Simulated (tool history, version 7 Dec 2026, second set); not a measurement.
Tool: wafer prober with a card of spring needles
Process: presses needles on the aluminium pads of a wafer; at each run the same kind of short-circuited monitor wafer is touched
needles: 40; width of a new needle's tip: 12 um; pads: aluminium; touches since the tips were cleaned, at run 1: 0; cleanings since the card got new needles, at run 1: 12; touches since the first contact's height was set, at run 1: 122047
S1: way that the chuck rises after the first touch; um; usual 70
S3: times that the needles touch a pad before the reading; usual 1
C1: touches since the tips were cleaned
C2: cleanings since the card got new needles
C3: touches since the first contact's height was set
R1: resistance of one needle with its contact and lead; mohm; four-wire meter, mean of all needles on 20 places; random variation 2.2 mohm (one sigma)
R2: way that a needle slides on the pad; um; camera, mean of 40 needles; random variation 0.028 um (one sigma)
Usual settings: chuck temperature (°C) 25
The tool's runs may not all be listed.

run 1 hour=0 | S1=70 chuck_temperature_(°C)=25 S3=1 | C1=0 C2=12 C3=122047 | R1=250 R2=14.61
run 2 hour=17.6 | S1=70 chuck_temperature_(°C)=25 S3=1 | C1=6720 C2=12 C3=128767 | R1=271 R2=14.49
-- hour=24.1 tips cleaned on abrasive film
run 3 hour=38.1 | S1=70 chuck_temperature_(°C)=25 S3=1 | C1=5357 C2=13 C3=136550 | R1=280 R2=14.46
-- hour=47.8 tips cleaned on abrasive film
-- hour=74.1 tips cleaned on abrasive film
run 4 hour=75.5 | S1=70 chuck_temperature_(°C)=25 S3=1 | C1=538 C2=15 C3=150763 | R1=250 R2=14.4
-- hour=91.6 tips cleaned on abrasive film, once more
run 5 hour=110 | S1=70 chuck_temperature_(°C)=25 S3=2 | C1=7025 C2=16 C3=163882 | R1=256 R2=14.46
-- hour=116.4 tips cleaned on abrasive film
-- hour=141.4 tips cleaned on abrasive film
run 6 hour=145.9 | S1=70 chuck_temperature_(°C)=25 S3=2 | C1=1723 C2=18 C3=177514 | R1=254 R2=14.41
-- hour=148.4 height of the first contact set anew
-- hour=165.7 tips cleaned on abrasive film
run 7 hour=180.5 | S1=70 chuck_temperature_(°C)=25 S3=2 | C1=5655 C2=19 C3=12207 | R1=259 R2=14.76
-- hour=190.5 tips cleaned on abrasive film
-- hour=214.3 tips cleaned on abrasive film
run 8 hour=219.9 | S1=70 chuck_temperature_(°C)=25 S3=1 | C1=2117 C2=21 C3=27155 | R1=260 R2=14.75
-- hour=238.8 tips cleaned on abrasive film
run 9 hour=260.7 | S1=70 chuck_temperature_(°C)=25 S3=1 | C1=8333 C2=22 C3=42696 | R1=271 R2=14.76
-- hour=264.3 tips cleaned on abrasive film
-- hour=288.3 tips cleaned on abrasive film
run 10 hour=300.2 | S1=70 chuck_temperature_(°C)=25 S3=1 | C1=4524 C2=24 C3=57703 | R1=263 R2=14.67
-- hour=312.4 tips cleaned on abrasive film
run 11 hour=321.9 | S1=51 chuck_temperature_(°C)=33 S3=1 | C1=3621 C2=25 C3=65948 | R1=279 R2=10.67
-- hour=336 tips cleaned on abrasive film
run 12 hour=348.6 | S1=52 chuck_temperature_(°C)=27 S3=3 | C1=4802 C2=26 C3=76101 | R1=258 R2=10.81
-- hour=362 tips cleaned on abrasive film
run 13 hour=366.2 | S1=74 chuck_temperature_(°C)=54 S3=2 | C1=1586 C2=27 C3=82789 | R1=258 R2=15.5
-- hour=387.5 tips cleaned on abrasive film
run 14 hour=402.6 | S1=56 chuck_temperature_(°C)=32 S3=1 | C1=5773 C2=28 C3=96668 | R1=277 R2=11.61
-- hour=414.3 tips cleaned on abrasive film
run 15 hour=434 | S1=56 chuck_temperature_(°C)=32 S3=1 | C1=7503 C2=29 C3=108588 | R1=276 R2=11.61
-- hour=440.3 tips cleaned on abrasive film
-- hour=463.9 tips cleaned on abrasive film
run 16 hour=466.7 | S1=56 chuck_temperature_(°C)=32 S3=2 | C1=1095 C2=31 C3=121027 | R1=254 R2=11.58
-- hour=487.5 tips cleaned on abrasive film
run 17 hour=499.6 | S1=56 chuck_temperature_(°C)=32 S3=2 | C1=4586 C2=32 C3=133517 | R1=266 R2=11.53
-- hour=512.5 tips cleaned on abrasive film
run 18 hour=520.2 | S1=56 chuck_temperature_(°C)=32 S3=2 | C1=2953 C2=33 C3=141364 | R1=260 R2=11.54

Measured less the same run without the tool's hidden state. The same run-to-run variation is in both; the gauge's scatter may not be:
The hidden state here: debris on the tips, nm; way that the needles fall short of the set height, um; tips' diameter, um; drift of the gauge itself on contact_mohm, %; drift of the gauge itself on scrub_um, %.
run=1 R1=+2 R2=-0.22
run=2 R1=+23 R2=-0.23
run=3 R1=+33 R2=-0.33
run=4 R1=+7 R2=-0.37
run=5 R1=+15 R2=-0.39
run=6 R1=+7 R2=-0.42
run=7 R1=+12 R2=-0.02
run=8 R1=+12 R2=-0.05
run=9 R1=+25 R2=-0.07
run=10 R1=+19 R2=-0.11
run=11 R1=+29 R2=-0.14
run=12 R1=+12 R2=-0.15
run=13 R1=+5 R2=-0.17
run=14 R1=+31 R2=-0.2
run=15 R1=+32 R2=-0.22
run=16 R1=+7 R2=-0.25
run=17 R1=+17 R2=-0.28
run=18 R1=+15 R2=-0.29
